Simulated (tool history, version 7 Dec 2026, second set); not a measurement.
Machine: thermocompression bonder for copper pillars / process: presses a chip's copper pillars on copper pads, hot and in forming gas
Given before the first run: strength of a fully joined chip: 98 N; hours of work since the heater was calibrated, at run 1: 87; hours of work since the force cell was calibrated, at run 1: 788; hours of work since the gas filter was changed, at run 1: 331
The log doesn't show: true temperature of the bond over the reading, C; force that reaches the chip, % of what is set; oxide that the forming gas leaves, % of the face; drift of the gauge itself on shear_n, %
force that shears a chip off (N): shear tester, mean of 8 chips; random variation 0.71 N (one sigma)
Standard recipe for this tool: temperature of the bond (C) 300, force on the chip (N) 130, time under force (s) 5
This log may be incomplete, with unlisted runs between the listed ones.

run    hour  temperature of the bond (C)  force on the chip (N)  time under force (s)  hours of work since the heater was calibrated  hours of work since the force cell was calibrated  hours of work since the gas filter was changed  force that shears a chip off (N)
  1     0.0                          300                    130                     5                                             87                                                788                                             331                              46.7
  2    69.8                          300                    130                     5                                            135                                                837                                             379                              43.6
  3   121.0                          300                    130                     4                                            171                                                873                                             415                              41.9
      159.8  -- forming gas filter changed
  4   209.1                          300                    130                     4                                            232                                                934                                              34                              45.6
  5   248.6                          300                    130                     4                                            260                                                961                                              62                              44.3
  6   311.9                          300                    130                     4                                            304                                               1005                                             106                              45.3
  7   404.8                          300                    130                     5                                            369                                               1070                                             171                              48.1
  8   468.6                          300                    130                     5                                            413                                               1115                                             215                              46.9
  9   542.0                          300                    130                     5                                            464                                               1166                                             266                              47.0
 10   619.4                          300                    130                     5                                            518                                               1220                                             320                              46.3
 11   687.7                          300                    130                     5                                            566                                               1267                                             368                              45.0
 12   743.7                          300                    130                     5                                            605                                               1306                                             407                              45.8
      787.0  -- forming gas filter changed
      806.6  -- force cell calibrated
 13   836.2                          300                    130                     5                                            668                                                 21                                              33                              49.4
 14   880.5                          300                    158                     5                                            699                                                 52                                              64                              55.2
 15   960.1                          300                    158                     5                                            754                                                107                                             120                              54.3
 16  1057.1                          300                    158                     5                                            822                                                175                                             187                              53.1
 17  1131.5                          300                    158                     5                                            873                                                226                                             239                              53.6
 18  1173.0                          300                    158                     5                                            902                                                255                                             268                              53.8
 19  1230.4                          300                    158                     5                                            942                                                295                                             308                              52.0
 20  1307.1                          300                    158                     5                                            996                                                349                                             361                              51.5
     1388.4  -- force cell calibrated, once more
 21  1392.4                          311                    130                     4                                           1054                                                  3                                             420                              49.4
     1419.6  -- forming gas filter changed
 22  1439.2                          293                    173                     4                                           1086                                                 35                                              14                              56.2
     1459.2  -- heater calibrated with a thermocouple chip
 23  1519.8                          300                    106                     5                                             42                                                 90                                              68                              43.1
 24  1613.7                          282                    173                     4                                            108                                                155                                             134                              44.5
 25  1681.9                          278                    136                     4                                            155                                                203                                             181                              37.1
 26  1729.1                          304                    132                     7                                            188                                                236                                             214                              54.7
 27  1803.3                          304                     89                     7                                            240                                                287                                             266                              43.7
 28  1859.8                          304                     89                     7                                            279                                                327                                             305                              42.7
 29  1931.2                          329                     94                     5                                            329                                                376                                             355                              47.0
 30  1992.7                          329                     94                     5                                            372                                                419                                             398                              46.2
     2052.7  -- forming gas filter changed
 31  2074.1                          329                     94                     5                                            428                                                476                                              15                              52.9
 32  2120.9                          310                    120                     5                                            461                                                508                                              47                              52.1
 33  2197.1                          300                    130                     3                                            514                                                561                                             101                              41.2
 34  2245.8                          300                    130                     3                                            548                                                595                                             135                              41.4
 35  2287.9                          300                    130                     3                                            577                                                625                                             164                              40.9
 36  2355.3                          323                    130                     5                                            624                                                672                                             211                              55.7
 37  2428.1                          300                    130                     4                                            675                                                722                                             261                              44.4
 38  2498.0                          300                    118                     8                                            723                                                771                                             310                              51.7
 39  2591.8                          310                     90                     6                                            789                                                836                                             376                              43.3

Below are 4 alternative next runs, each starting from the tool's condition after run 39. Predict each:
  A  2675.5                          300                    130                     9                                            847                                                895                                             434                                 ?
  B  2675.5                          301                    118                    11                                            847                                                895                                             434                                 ?
  C  2675.5                          271                     90                     6                                            847                                                895                                             434                                 ?
  D  2675.5                          314                    131                     6                                            847                                                895                                             434                                 ?

run  force that shears a chip off (N)
  A                              55.6
  B                              55.4
  C                              30.2
  D                              53.4
Had the tool no hidden state, the same runs would have come out as:
run  force that shears a chip off (N)
  A                              60.3
  B                              60.2
  C                              32.1
  D                              58.1
